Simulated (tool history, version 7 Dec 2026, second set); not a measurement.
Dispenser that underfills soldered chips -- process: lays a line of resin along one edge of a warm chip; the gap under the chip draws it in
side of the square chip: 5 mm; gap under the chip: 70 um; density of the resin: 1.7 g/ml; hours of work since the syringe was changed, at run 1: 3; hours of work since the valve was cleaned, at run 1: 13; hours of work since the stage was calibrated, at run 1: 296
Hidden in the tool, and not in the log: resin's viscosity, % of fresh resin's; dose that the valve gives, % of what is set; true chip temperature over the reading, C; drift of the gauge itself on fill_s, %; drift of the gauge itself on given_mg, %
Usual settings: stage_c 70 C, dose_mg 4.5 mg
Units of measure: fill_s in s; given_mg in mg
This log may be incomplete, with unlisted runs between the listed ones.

run	day	stage_c	dose_mg	hours of work since the syringe was changed	hours of work since the valve was cleaned	hours of work since the stage was calibrated	fill_s	given_mg
1	0	70	4.5	3	13	296	22.9	4.463
# day 0.238: new syringe of resin
2	0.6	70	4.5	7	24	308	29.3	4.455
# day 0.667: new syringe of resin
3	0.875	70	4.76	4	29	312	23.9	4.692
# day 1.108: new syringe of resin
4	1.446	70	4.76	6	39	323	27.5	4.671
# day 1.525: new syringe of resin
5	1.812	70	4.5	5	46	330	26.9	4.41
# day 1.958: new syringe of resin
6	2.338	70	4.5	7	55	339	29.9	4.392
# day 2.383: new syringe of resin
7	2.658	70	4.5	5	61	345	26.3	4.398
# day 2.825: new syringe of resin
8	3.096	70	4.5	5	69	353	25.7	4.376
# day 3.233: new syringe of resin
# day 3.642: new syringe of resin
9	3.75	71	4.5	2	81	365	19.5	4.341
# day 4.058: new syringe of resin
10	4.058	71	4.5	0	87	371	17	4.345
# day 4.496: new syringe of resin
# day 4.538: dispensing valve cleaned and set on the balance
11	4.625	77	4.5	2	2	380	13.6	4.501
# day 4.946: new syringe of resin
12	5.062	77	4.5	2	10	388	14.9	4.491
13	5.329	77	4.5	7	15	393	20.7	4.481
# day 5.375: new syringe of resin
# day 5.792: new syringe of resin
14	5.862	77	4.5	1	24	403	13.9	4.468
# day 6.2: new syringe of resin
15	6.2	61	4.5	0	30	409	28.5	4.459
16	6.479	61	4.5	5	36	414	40.5	4.447
# day 6.617: new syringe of resin
# day 7.071: new syringe of resin
17	7.104	61	4.5	1	47	426	29.1	4.436
# day 7.504: new syringe of resin
18	7.717	61	4.5	4	58	437	36.6	4.412
# day 7.942: new syringe of resin
# day 8.35: new syringe of resin
19	8.35	79	4.15	0	70	448	11.4	4.054
# day 8.767: new syringe of resin
20	8.775	59	4.85	0	78	456	31.4	4.713
# day 9.204: new syringe of resin
21	9.312	82	4.93	2	88	466	10.4	4.777
# day 9.65: new syringe of resin
# day 9.729: dispensing valve cleaned and set on the balance
22	9.896	79	4.95	4	3	476	13.8	4.954
# day 9.992: stage's temperature calibrated
# day 10.175: new syringe of resin
23	10.342	80	4.16	3	11	6	15.4	4.152
# day 10.621: new syringe of resin
24	10.646	57	4.16	1	16	12	43.2	4.144
25	11.004	66	5.73	7	23	19	40.5	5.681
# day 11.054: new syringe of resin
# day 11.467: new syringe of resin
26	11.638	66	5.73	3	34	30	31.2	5.659
# day 11.917: new syringe of resin
27	12.05	57	4.74	3	42	38	47.9	4.676
# day 12.338: new syringe of resin
28	12.379	56	4.71	1	48	44	45.3	4.644
# day 12.788: new syringe of resin
29	12.804	79	5.68	0	56	51	12.5	5.582
# day 13.217: new syringe of resin
30	13.217	76	4.39	0	63	59	15	4.279
# day 13.675: new syringe of resin
31	13.771	56	4.37	2	73	69	47	4.266
# day 14.088: new syringe of resin
32	14.1	56	4.37	0	79	75	44	4.245
# day 14.504: new syringe of resin
33	14.508	56	4.76	0	87	83	41.5	4.614

How the hidden state differs across the entries between the runs, from the last listed run before each to the first after it:
Runs 1 to 2: new syringe of resin (day 0.238)
  resin's viscosity, % of fresh resin's: 123.5 -> 162.7; dose that the valve gives, % of what is set: 99.09 -> 98.74; true chip temperature over the reading, C: 2.13 -> 2.21
  measured less the result without the state, fill_s: +2.2 -> +9.2 s; given_mg: -0.041 -> -0.057 mg
Runs 2 to 3: new syringe of resin (day 0.667)
  resin's viscosity, % of fresh resin's: 162.7 -> 131; dose that the valve gives, % of what is set: 98.74 -> 98.55; true chip temperature over the reading, C: 2.21 -> 2.24
  measured less the result without the state, fill_s: +9.2 -> +3.5 s; given_mg: -0.057 -> -0.07 mg
Runs 3 to 4: new syringe of resin (day 1.108)
  resin's viscosity, % of fresh resin's: 131 -> 154.6; dose that the valve gives, % of what is set: 98.55 -> 98.16; true chip temperature over the reading, C: 2.24 -> 2.31
  measured less the result without the state, fill_s: +3.5 -> +7.6 s; given_mg: -0.07 -> -0.088 mg
Runs 4 to 5: new syringe of resin (day 1.525)
  resin's viscosity, % of fresh resin's: 154.6 -> 147.5; dose that the valve gives, % of what is set: 98.16 -> 97.93; true chip temperature over the reading, C: 2.31 -> 2.36
  measured less the result without the state, fill_s: +7.6 -> +6.3 s; given_mg: -0.088 -> -0.093 mg
Runs 5 to 6: new syringe of resin (day 1.958)
  resin's viscosity, % of fresh resin's: 147.5 -> 163.4; dose that the valve gives, % of what is set: 97.93 -> 97.6; true chip temperature over the reading, C: 2.36 -> 2.43
  measured less the result without the state, fill_s: +6.3 -> +9.1 s; given_mg: -0.093 -> -0.108 mg
Runs 6 to 7: new syringe of resin (day 2.383)
  resin's viscosity, % of fresh resin's: 163.4 -> 142.5; dose that the valve gives, % of what is set: 97.6 -> 97.41; true chip temperature over the reading, C: 2.43 -> 2.47
  measured less the result without the state, fill_s: +9.1 -> +5.3 s; given_mg: -0.108 -> -0.116 mg
Runs 7 to 8: new syringe of resin (day 2.825)
  resin's viscosity, % of fresh resin's: 142.5 -> 141.6; dose that the valve gives, % of what is set: 97.41 -> 97.12; true chip temperature over the reading, C: 2.47 -> 2.52
  measured less the result without the state, fill_s: +5.3 -> +5.1 s; given_mg: -0.116 -> -0.13 mg
Runs 8 to 9: new syringe of resin (day 3.233); new syringe of resin (day 3.642)
  resin's viscosity, % of fresh resin's: 141.6 -> 117.2; dose that the valve gives, % of what is set: 97.12 -> 96.7; true chip temperature over the reading, C: 2.52 -> 2.6
  measured less the result without the state, fill_s: +5.1 -> +0.6 s; given_mg: -0.13 -> -0.149 mg
Runs 9 to 10: new syringe of resin (day 4.058)
  resin's viscosity, % of fresh resin's: 117.2 -> 99.7; dose that the valve gives, % of what is set: 96.7 -> 96.51; true chip temperature over the reading, C: 2.6 -> 2.64
  measured less the result without the state, fill_s: +0.6 -> -2.4 s; given_mg: -0.149 -> -0.157 mg
Runs 10 to 11: new syringe of resin (day 4.496); dispensing valve cleaned and set on the balance (day 4.538)
  resin's viscosity, % of fresh resin's: 99.7 -> 110.4; dose that the valve gives, % of what is set: 96.51 -> 100.04; true chip temperature over the reading, C: 2.64 -> 2.71
  measured less the result without the state, fill_s: -2.4 -> -0.5 s; given_mg: -0.157 -> +0.002 mg
Runs 11 to 12: new syringe of resin (day 4.946)
  resin's viscosity, % of fresh resin's: 110.4 -> 115.9; dose that the valve gives, % of what is set: 100.04 -> 99.76; true chip temperature over the reading, C: 2.71 -> 2.76
  measured less the result without the state, fill_s: -0.5 -> +0.2 s; given_mg: +0.002 -> -0.011 mg
Runs 13 to 14: new syringe of resin (day 5.375); new syringe of resin (day 5.792)
  resin's viscosity, % of fresh resin's: 164 -> 109.3; dose that the valve gives, % of what is set: 99.58 -> 99.26; true chip temperature over the reading, C: 2.79 -> 2.86
  measured less the result without the state, fill_s: +6.1 -> -0.7 s; given_mg: -0.019 -> -0.033 mg
Runs 14 to 15: new syringe of resin (day 6.2)
  resin's viscosity, % of fresh resin's: 109.3 -> 99.1; dose that the valve gives, % of what is set: 99.26 -> 99.03; true chip temperature over the reading, C: 2.86 -> 2.91
  measured less the result without the state, fill_s: -0.7 -> -5.1 s; given_mg: -0.033 -> -0.044 mg
Runs 16 to 17: new syringe of resin (day 6.617); new syringe of resin (day 7.071)
  resin's viscosity, % of fresh resin's: 142.4 -> 104.8; dose that the valve gives, % of what is set: 98.85 -> 98.43; true chip temperature over the reading, C: 2.95 -> 3.02
  measured less the result without the state, fill_s: +7.1 -> -3.5 s; given_mg: -0.052 -> -0.07 mg
Runs 17 to 18: new syringe of resin (day 7.504)
  resin's viscosity, % of fresh resin's: 104.8 -> 133; dose that the valve gives, % of what is set: 98.43 -> 98.05; true chip temperature over the reading, C: 3.02 -> 3.1
  measured less the result without the state, fill_s: -3.5 -> +4.1 s; given_mg: -0.07 -> -0.087 mg
Runs 18 to 19: new syringe of resin (day 7.942); new syringe of resin (day 8.35)
  resin's viscosity, % of fresh resin's: 133 -> 99.8; dose that the valve gives, % of what is set: 98.05 -> 97.65; true chip temperature over the reading, C: 3.1 -> 3.18
  measured less the result without the state, fill_s: +4.1 -> -1.8 s; given_mg: -0.087 -> -0.098 mg
Runs 19 to 20: new syringe of resin (day 8.767)
  resin's viscosity, % of fresh resin's: 99.8 -> 102.4; dose that the valve gives, % of what is set: 97.65 -> 97.38; true chip temperature over the reading, C: 3.18 -> 3.23
  measured less the result without the state, fill_s: -1.8 -> -5.1 s; given_mg: -0.098 -> -0.128 mg
Runs 20 to 21: new syringe of resin (day 9.204)
  resin's viscosity, % of fresh resin's: 102.4 -> 116.6; dose that the valve gives, % of what is set: 97.38 -> 97.01; true chip temperature over the reading, C: 3.23 -> 3.29
  measured less the result without the state, fill_s: -5.1 -> +0 s; given_mg: -0.128 -> -0.147 mg
Runs 21 to 22: new syringe of resin (day 9.65); dispensing valve cleaned and set on the balance (day 9.729)
  resin's viscosity, % of fresh resin's: 116.6 -> 131.8; dose that the valve gives, % of what is set: 97.01 -> 99.95; true chip temperature over the reading, C: 3.29 -> 3.36
  measured less the result without the state, fill_s: +0 -> +1.5 s; given_mg: -0.147 -> -0.003 mg
Runs 22 to 23: stage's temperature calibrated (day 9.992); new syringe of resin (day 10.175)
  resin's viscosity, % of fresh resin's: 131.8 -> 122.5; dose that the valve gives, % of what is set: 99.95 -> 99.67; true chip temperature over the reading, C: 3.36 -> 0.15
  measured less the result without the state, fill_s: +1.5 -> +2.8 s; given_mg: -0.003 -> -0.013 mg
Runs 23 to 24: new syringe of resin (day 10.621)
  resin's viscosity, % of fresh resin's: 122.5 -> 104.1; dose that the valve gives, % of what is set: 99.67 -> 99.47; true chip temperature over the reading, C: 0.15 -> 0.19
  measured less the result without the state, fill_s: +2.8 -> +1.3 s; given_mg: -0.013 -> -0.021 mg
Runs 25 to 26: new syringe of resin (day 11.054); new syringe of resin (day 11.467)
  resin's viscosity, % of fresh resin's: 166.4 -> 125.9; dose that the valve gives, % of what is set: 99.22 -> 98.83; true chip temperature over the reading, C: 0.24 -> 0.32
  measured less the result without the state, fill_s: +15.9 -> +6 s; given_mg: -0.045 -> -0.067 mg
Runs 26 to 27: new syringe of resin (day 11.917)
  resin's viscosity, % of fresh resin's: 125.9 -> 120; dose that the valve gives, % of what is set: 98.83 -> 98.58; true chip temperature over the reading, C: 0.32 -> 0.37
  measured less the result without the state, fill_s: +6 -> +7.2 s; given_mg: -0.067 -> -0.067 mg
Runs 27 to 28: new syringe of resin (day 12.338)
  resin's viscosity, % of fresh resin's: 120 -> 105.6; dose that the valve gives, % of what is set: 98.58 -> 98.37; true chip temperature over the reading, C: 0.37 -> 0.41
  measured less the result without the state, fill_s: +7.2 -> +1.5 s; given_mg: -0.067 -> -0.077 mg
Runs 28 to 29: new syringe of resin (day 12.788)
  resin's viscosity, % of fresh resin's: 105.6 -> 101.8; dose that the valve gives, % of what is set: 98.37 -> 98.08; true chip temperature over the reading, C: 0.41 -> 0.46
  measured less the result without the state, fill_s: +1.5 -> +0 s; given_mg: -0.077 -> -0.108 mg
Runs 29 to 30: new syringe of resin (day 13.217)
  resin's viscosity, % of fresh resin's: 101.8 -> 100.1; dose that the valve gives, % of what is set: 98.08 -> 97.83; true chip temperature over the reading, C: 0.46 -> 0.51
  measured less the result without the state, fill_s: +0 -> -0.3 s; given_mg: -0.108 -> -0.095 mg
Runs 30 to 31: new syringe of resin (day 13.675)
  resin's viscosity, % of fresh resin's: 100.1 -> 113; dose that the valve gives, % of what is set: 97.83 -> 97.48; true chip temperature over the reading, C: 0.51 -> 0.58
  measured less the result without the state, fill_s: -0.3 -> +4.2 s; given_mg: -0.095 -> -0.111 mg
Runs 31 to 32: new syringe of resin (day 14.088)
  resin's viscosity, % of fresh resin's: 113 -> 102.9; dose that the valve gives, % of what is set: 97.48 -> 97.27; true chip temperature over the reading, C: 0.58 -> 0.62
  measured less the result without the state, fill_s: +4.2 -> +0 s; given_mg: -0.111 -> -0.119 mg
Runs 32 to 33: new syringe of resin (day 14.504)
  resin's viscosity, % of fresh resin's: 102.9 -> 99.5; dose that the valve gives, % of what is set: 97.27 -> 97.01; true chip temperature over the reading, C: 0.62 -> 0.67
  measured less the result without the state, fill_s: +0 -> -1.7 s; given_mg: -0.119 -> -0.142 mg
